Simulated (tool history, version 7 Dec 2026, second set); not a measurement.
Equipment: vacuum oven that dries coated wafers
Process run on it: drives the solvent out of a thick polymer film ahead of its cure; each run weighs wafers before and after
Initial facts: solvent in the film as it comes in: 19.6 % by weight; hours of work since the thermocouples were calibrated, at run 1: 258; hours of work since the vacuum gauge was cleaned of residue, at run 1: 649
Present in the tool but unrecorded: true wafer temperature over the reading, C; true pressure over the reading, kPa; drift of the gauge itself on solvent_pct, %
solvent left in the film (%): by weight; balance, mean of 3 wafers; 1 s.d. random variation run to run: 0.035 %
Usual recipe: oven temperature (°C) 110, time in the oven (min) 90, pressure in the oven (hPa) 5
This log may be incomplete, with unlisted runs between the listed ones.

| run | hour | oven temperature (°C) | time in the oven (min) | pressure in the oven (hPa) | hours of work since the thermocouples were calibrated | hours of work since the vacuum gauge was cleaned of residue | solvent left in the film (%) |
|---|---|---|---|---|---|---|---|
| 1 | 0 | 110 | 90 | 5 | 258 | 649 | 1.69 |
| 2 | 31.9 | 110 | 90 | 2.57 | 274 | 665 | 1.5 |
| 3 | 69 | 110 | 90 | 5 | 292 | 683 | 1.67 |
| 4 | 97.2 | 110 | 90 | 2.63 | 306 | 697 | 1.55 |
| 5 | 121.5 | 110 | 90 | 2.63 | 318 | 709 | 1.48 |
| 6 | 140.2 | 110 | 90 | 2.63 | 327 | 718 | 1.44 |
| 7 | 162.6 | 110 | 109 | 5 | 338 | 729 | 1.29 |
| 8 | 203.5 | 110 | 109 | 5 | 358 | 749 | 1.23 |
| 9 | 229.8 | 110 | 109 | 5 | 371 | 762 | 1.23 |
| 10 | 253.3 | 110 | 90 | 5 | 382 | 774 | 1.73 |
| 11 | 293 | 110 | 90 | 5 | 402 | 793 | 1.69 |
| 12 | 313.1 | 110 | 59 | 5 | 412 | 803 | 3.26 |
| 13 | 349.5 | 110 | 90 | 5 | 430 | 821 | 1.7 |
| 14 | 376.8 | 110 | 90 | 5 | 443 | 834 | 1.69 |
| 15 | 402.9 | 110 | 135 | 5 | 456 | 847 | 0.92 |
| 16 | 443.2 | 110 | 157 | 5 | 476 | 867 | 0.88 |
| 17 | 483.4 | 109 | 71 | 18.63 | 496 | 887 | 3.76 |
| 18 | 505.4 | 109 | 71 | 18.63 | 506 | 898 | 3.75 |
| 19 | 543.3 | 108 | 87 | 18.83 | 525 | 916 | 3.4 |
| 20 | 582 | 108 | 87 | 4.19 | 544 | 935 | 2.14 |
| 21 | 603.1 | 108 | 87 | 4.19 | 554 | 946 | 2.18 |
| 22 | 629.9 | 109 | 62 | 5 | 568 | 959 | 3.25 |
| 23 | 657.1 | 109 | 62 | 5 | 581 | 972 | 3.29 |
| 24 | 693.9 | 109 | 62 | 5 | 599 | 990 | 3.19 |
| 25 | 717.5 | 110 | 49 | 17.54 | 611 | 1002 | 4.99 |
| 26 | 744.8 | 97 | 101 | 4.73 | 624 | 1015 | 5.25 |
| 27 | 784.4 | 97 | 101 | 4.73 | 643 | 1035 | 5.36 |
| 28 | 814.2 | 109 | 90 | 3.16 | 658 | 1049 | 1.73 |
|  | 857.3 | vacuum gauge cleaned of residue and calibrated |
| 29 | 858.7 | 109 | 90 | 3.16 | 679 | 1 | 1.27 |
| 30 | 897.5 | 123 | 120 | 5.09 | 698 | 20 | 0.28 |
| 31 | 934.5 | 123 | 72 | 13.19 | 717 | 38 | 0.84 |

What would each run have given without the hidden state, its run-to-run variation left as it was?
| run | solvent left in the film (%) |
|---|---|
| 1 | 1.54 |
| 2 | 1.35 |
| 3 | 1.52 |
| 4 | 1.4 |
| 5 | 1.33 |
| 6 | 1.3 |
| 7 | 1.1 |
| 8 | 1.04 |
| 9 | 1.04 |
| 10 | 1.6 |
| 11 | 1.56 |
| 12 | 3.26 |
| 13 | 1.56 |
| 14 | 1.56 |
| 15 | 0.67 |
| 16 | 0.6 |
| 17 | 3.76 |
| 18 | 3.75 |
| 19 | 3.35 |
| 20 | 2.07 |
| 21 | 2.11 |
| 22 | 3.31 |
| 23 | 3.36 |
| 24 | 3.26 |
| 25 | 5.15 |
| 26 | 5.31 |
| 27 | 5.43 |
| 28 | 1.63 |
| 29 | 1.59 |
| 30 | 0.29 |
| 31 | 0.91 |
